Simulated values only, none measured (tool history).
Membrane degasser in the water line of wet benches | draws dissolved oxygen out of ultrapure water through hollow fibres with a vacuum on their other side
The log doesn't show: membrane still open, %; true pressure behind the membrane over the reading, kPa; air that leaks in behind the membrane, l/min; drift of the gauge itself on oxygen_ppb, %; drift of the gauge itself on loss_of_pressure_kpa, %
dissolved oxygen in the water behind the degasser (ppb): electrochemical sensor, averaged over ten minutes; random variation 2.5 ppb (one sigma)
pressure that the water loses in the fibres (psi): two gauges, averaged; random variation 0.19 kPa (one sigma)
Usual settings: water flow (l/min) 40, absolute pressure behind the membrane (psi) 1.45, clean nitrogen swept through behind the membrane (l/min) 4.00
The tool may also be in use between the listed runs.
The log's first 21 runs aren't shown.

run     day  water flow (l/min)  absolute pressure behind the membrane (psi)  clean nitrogen swept through behind the membrane (l/min)  hours since the membrane was changed  hours since the vacuum gauge was calibrated  hours since the vacuum lines were made tight  dissolved oxygen in the water behind the degasser (ppb)  pressure that the water loses in the fibres (psi)
 22  67.683                  59                                         1.45                                                      1.78                                  2643                                         3974                                            93                                                    652.9                                              8.805
     68.896  -- vacuum gauge calibrated
 23  70.042                  59                                         3.23                                                      1.73                                  2699                                           27                                           149                                                   1368.4                                              8.752
 24  72.346                  59                                         3.23                                                      1.73                                  2754                                           83                                           205                                                   1360.9                                              8.736
 25  74.333                  54                                         2.32                                                      2.29                                  2802                                          130                                           252                                                    792.9                                              8.021
 26  78.029                  40                                         1.32                                                      8.81                                  2890                                          219                                           341                                                    155.4                                              5.912
 27  81.375                  40                                         1.32                                                      8.81                                  2971                                          300                                           421                                                    155.8                                              5.961
 28  84.188                  49                                         1.58                                                      8.02                                  3038                                          367                                           489                                                    262.5                                              7.281
 29  86.746                  40                                         2.61                                                      3.01                                  3100                                          428                                           550                                                    510.1                                              5.906
 30  90.988                  33                                         1.06                                                      4.00                                  3201                                          530                                           652                                                    132.8                                              4.896
 31  95.321                  33                                         1.06                                                      4.89                                  3305                                          634                                           756                                                    117.2                                              4.947

Forecast each of these 5 alternatives for the next run:
  A  98.071                  26                                         0.97                                                      4.17                                  3371                                          700                                           822                                                        ?                                                  ?
  B  98.071                  36                                         1.60                                                      4.00                                  3371                                          700                                           822                                                        ?                                                  ?
  C  98.071                  33                                         2.78                                                      6.35                                  3371                                          700                                           822                                                        ?                                                  ?
  D  98.071                  60                                         1.03                                                      4.89                                  3371                                          700                                           822                                                        ?                                                  ?
  E  98.071                  28                                         0.87                                                      4.00                                  3371                                          700                                           822                                                        ?                                                  ?

run  dissolved oxygen in the water behind the degasser (ppb)  pressure that the water loses in the fibres (psi)
  A                                                     75.7                                              3.873
  B                                                    234.6                                              5.346
  C                                                    246.1                                              4.891
  D                                                    358.5                                              8.879
  E                                                     77.4                                              4.160
Without the tool's hidden state the same runs would have given:
run  dissolved oxygen in the water behind the degasser (ppb)  pressure that the water loses in the fibres (psi)
  A                                                     75.6                                              3.870
  B                                                    234.4                                              5.343
  C                                                    246.0                                              4.889
  D                                                    358.1                                              8.875
  E                                                     77.3                                              4.158
